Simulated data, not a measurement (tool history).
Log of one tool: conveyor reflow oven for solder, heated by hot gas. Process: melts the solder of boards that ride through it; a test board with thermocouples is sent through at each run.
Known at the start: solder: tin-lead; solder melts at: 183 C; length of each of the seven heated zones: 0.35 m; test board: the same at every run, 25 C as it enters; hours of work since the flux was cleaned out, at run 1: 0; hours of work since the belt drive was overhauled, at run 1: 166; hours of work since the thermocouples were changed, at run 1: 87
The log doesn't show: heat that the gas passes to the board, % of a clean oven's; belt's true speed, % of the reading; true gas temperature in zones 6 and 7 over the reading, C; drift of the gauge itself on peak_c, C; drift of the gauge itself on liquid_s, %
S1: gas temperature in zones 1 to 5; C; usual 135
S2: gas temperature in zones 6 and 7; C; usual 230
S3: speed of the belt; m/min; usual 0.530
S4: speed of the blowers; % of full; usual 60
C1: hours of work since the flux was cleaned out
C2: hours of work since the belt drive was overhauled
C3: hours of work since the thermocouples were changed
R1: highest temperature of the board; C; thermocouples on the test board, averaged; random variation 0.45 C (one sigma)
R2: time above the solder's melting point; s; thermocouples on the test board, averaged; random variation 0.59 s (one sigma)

Run 1, hour 0.0: usual settings; C1 0; C2 166; C3 87. Result: R1 210.7 C, R2 52.1 s.
Run 2, hour 48.0: usual settings; C1 34; C2 200; C3 121. Result: R1 210.6 C, R2 52.2 s.
Run 3, hour 115.5: usual settings; C1 83; C2 249; C3 170. Result: R1 209.3 C, R2 51.5 s.
Run 4, hour 214.1: usual settings; C1 153; C2 319; C3 240. Result: R1 209.1 C, R2 51.3 s.
Run 5, hour 261.3: usual settings but S1 138 C; C1 187; C2 353; C3 274. Result: R1 210.6 C, R2 50.9 s.
Run 6, hour 359.9: usual settings but S1 138 C; C1 258; C2 424; C3 345. Result: R1 208.8 C, R2 50.4 s.
Run 7, hour 407.8: usual settings; C1 292; C2 458; C3 379. Result: R1 208.3 C, R2 49.4 s.
Run 8, hour 500.3: usual settings; C1 358; C2 524; C3 445. Result: R1 207.5 C, R2 47.5 s.
Run 9, hour 556.3: usual settings but S4 85 % of full; C1 399; C2 564; C3 485. Result: R1 211.1 C, R2 54.3 s.
At hour 630.1: flux residue cleaned out of gas plates and filters.
Run 10, hour 648.7: usual settings but S4 85 % of full; C1 13; C2 627; C3 548. Result: R1 214.2 C, R2 58.9 s.
Run 11, hour 720.5: usual settings; C1 65; C2 679; C3 600. Result: R1 209.4 C, R2 52.7 s.
Run 12, hour 785.5: usual settings but S1 141 C; C1 111; C2 725; C3 646. Result: R1 211.0 C, R2 54.1 s.
Run 13, hour 848.4: usual settings; C1 156; C2 770; C3 691. Result: R1 208.8 C, R2 50.4 s.
Run 14, hour 911.4: usual settings but S1 125 C; C1 202; C2 815; C3 736. Result: R1 206.1 C, R2 44.0 s.
Run 15, hour 1003.9: usual settings but S1 125 C; C1 268; C2 882; C3 803. Result: R1 205.4 C, R2 43.2 s.
At hour 1012.3: belt drive overhauled, speed set with a stopwatch.
Run 16, hour 1085.5: usual settings but S1 125 C; C1 323; C2 52; C3 858. Result: R1 205.0 C, R2 43.6 s.
Run 17, hour 1138.9: usual settings but S2 229 C, S3 0.552 m/min, S4 79 % of full; C1 362; C2 91; C3 896. Result: R1 209.3 C, R2 50.7 s.
Run 18, hour 1194.9: usual settings but S2 229 C, S3 0.552 m/min, S4 79 % of full; C1 402; C2 131; C3 937. Result: R1 208.0 C, R2 49.6 s.
Run 19, hour 1237.3: usual settings but S2 229 C, S3 0.552 m/min, S4 79 % of full; C1 432; C2 161; C3 967. Result: R1 208.3 C, R2 49.3 s.
At hour 1268.6: flux residue cleaned out of gas plates and filters.
Run 20, hour 1324.9: usual settings but S2 226 C, S3 0.552 m/min, S4 72 % of full; C1 40; C2 220; C3 1026. Result: R1 207.1 C, R2 48.8 s.
At hour 1355.5: belt drive overhauled, speed set with a stopwatch, once more.
Run 21, hour 1408.7: usual settings but S1 149 C, S2 226 C, S3 0.552 m/min, S4 57 % of full; C1 97; C2 38; C3 1083. Result: R1 205.6 C, R2 49.5 s.
Run 22, hour 1457.1: usual settings but S3 0.422 m/min, S4 69 % of full; C1 132; C2 73; C3 1118. Result: R1 216.1 C, R2 72.5 s.
Run 23, hour 1517.5: usual settings but S1 147 C, S2 224 C, S3 0.484 m/min, S4 65 % of full; C1 175; C2 116; C3 1161. Result: R1 208.7 C, R2 59.6 s.
Run 24, hour 1587.1: usual settings but S1 147 C, S2 224 C, S3 0.484 m/min, S4 65 % of full; C1 225; C2 166; C3 1211. Result: R1 207.8 C, R2 59.2 s.
At hour 1622.8: thermocouples of zones 6 and 7 changed.
Run 25, hour 1691.8: usual settings but S1 147 C, S2 224 C, S3 0.484 m/min, S4 65 % of full; C1 299; C2 240; C3 49. Result: R1 210.2 C, R2 61.4 s.
Run 26, hour 1785.8: usual settings but S1 147 C, S2 224 C, S3 0.484 m/min, S4 65 % of full; C1 366; C2 307; C3 117. Result: R1 209.0 C, R2 61.5 s.
Run 27, hour 1830.4: usual settings but S1 147 C, S2 224 C, S3 0.484 m/min, S4 65 % of full; C1 398; C2 339; C3 149. Result: R1 209.1 C, R2 61.5 s.
Run 28, hour 1883.1: usual settings but S1 147 C, S2 224 C, S3 0.484 m/min, S4 65 % of full; C1 436; C2 377; C3 186. Result: R1 209.8 C, R2 60.6 s.
At hour 1909.1: flux residue cleaned out of gas plates and filters.
Run 29, hour 1976.3: usual settings but S4 57 % of full; C1 48; C2 440; C3 250. Result: R1 208.7 C, R2 50.6 s.

Some steps in R1 between neighbouring runs. How much of each would the tool show without its hidden state too (settings, what came in, random variation), and how much is left for the hidden state, with any gauge scatter that isn't in both results?
Run 9 -> 10: flux residue cleaned out of gas plates and filters. R1 +3.1 C: hidden state +3.1, all else +0.0.
Run 19 -> 20: S2 229 -> 226, S4 79 -> 72, flux residue cleaned out of gas plates and filters. R1 -1.2 C: hidden state +3.3, all else -4.5.
Run 21 -> 22: S1 149 -> 135, S2 226 -> 230, S3 0.552 -> 0.422, S4 57 -> 69. R1 +10.5 C: hidden state -0.5, all else +11.0.
Run 22 -> 23: S1 135 -> 147, S2 230 -> 224, S3 0.422 -> 0.484, S4 69 -> 65. R1 -7.4 C: hidden state -0.2, all else -7.2.
